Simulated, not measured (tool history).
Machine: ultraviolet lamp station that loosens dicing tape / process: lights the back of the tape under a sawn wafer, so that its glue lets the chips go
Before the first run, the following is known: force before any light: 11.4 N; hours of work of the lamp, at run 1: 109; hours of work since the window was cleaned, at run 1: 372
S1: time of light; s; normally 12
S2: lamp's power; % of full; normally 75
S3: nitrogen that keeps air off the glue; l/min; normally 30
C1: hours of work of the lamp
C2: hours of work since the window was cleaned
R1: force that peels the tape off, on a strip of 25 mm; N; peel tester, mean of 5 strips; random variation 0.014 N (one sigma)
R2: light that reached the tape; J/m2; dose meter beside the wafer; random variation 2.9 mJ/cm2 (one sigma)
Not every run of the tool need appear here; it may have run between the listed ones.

run 1 hour=0 | S1=12 S2=75 S3=30 | C1=109 C2=372 | R1=0.839 R2=3710
run 2 hour=13.2 | S1=7 S2=75 S3=30 | C1=115 C2=378 | R1=2.266 R2=2200
run 3 hour=32 | S1=7 S2=75 S3=30 | C1=122 C2=385 | R1=2.298 R2=2190
run 4 hour=52.8 | S1=7 S2=75 S3=30 | C1=130 C2=394 | R1=2.452 R2=2150
run 5 hour=63.2 | S1=7 S2=75 S3=30 | C1=135 C2=398 | R1=2.334 R2=2140
run 6 hour=84.3 | S1=7 S2=75 S3=30 | C1=143 C2=406 | R1=2.345 R2=2080
run 7 hour=98.3 | S1=7 S2=75 S3=30 | C1=149 C2=412 | R1=2.4 R2=2120
run 8 hour=119.8 | S1=7 S2=75 S3=30 | C1=157 C2=420 | R1=2.385 R2=2110
run 9 hour=139.7 | S1=7 S2=75 S3=30 | C1=165 C2=428 | R1=2.366 R2=2100
-- hour=142 window cleaned of glue's vapour
run 10 hour=152.4 | S1=11 S2=75 S3=34 | C1=170 C2=4 | R1=1.065 R2=3200
run 11 hour=165.6 | S1=9 S2=99 S3=30 | C1=175 C2=9 | R1=0.96 R2=3510
run 12 hour=176.6 | S1=11 S2=87 S3=13 | C1=180 C2=14 | R1=1.618 R2=3710
run 13 hour=190.9 | S1=11 S2=87 S3=13 | C1=186 C2=20 | R1=1.573 R2=3700
run 14 hour=203.4 | S1=11 S2=87 S3=13 | C1=191 C2=25 | R1=1.693 R2=3690

Run 15 has not been measured yet. What should we expect?
run 15 hour=218.6 | S1=12 S2=75 S3=13 | C1=197 C2=31 | R1=? R2=?

For run 15 the tool returned R1 1.856 N, R2 3460 J/m2.
On a tool with no hidden condition, and with the same random variation, this run would have come out at R1 1.254 N, R2 4290 J/m2.

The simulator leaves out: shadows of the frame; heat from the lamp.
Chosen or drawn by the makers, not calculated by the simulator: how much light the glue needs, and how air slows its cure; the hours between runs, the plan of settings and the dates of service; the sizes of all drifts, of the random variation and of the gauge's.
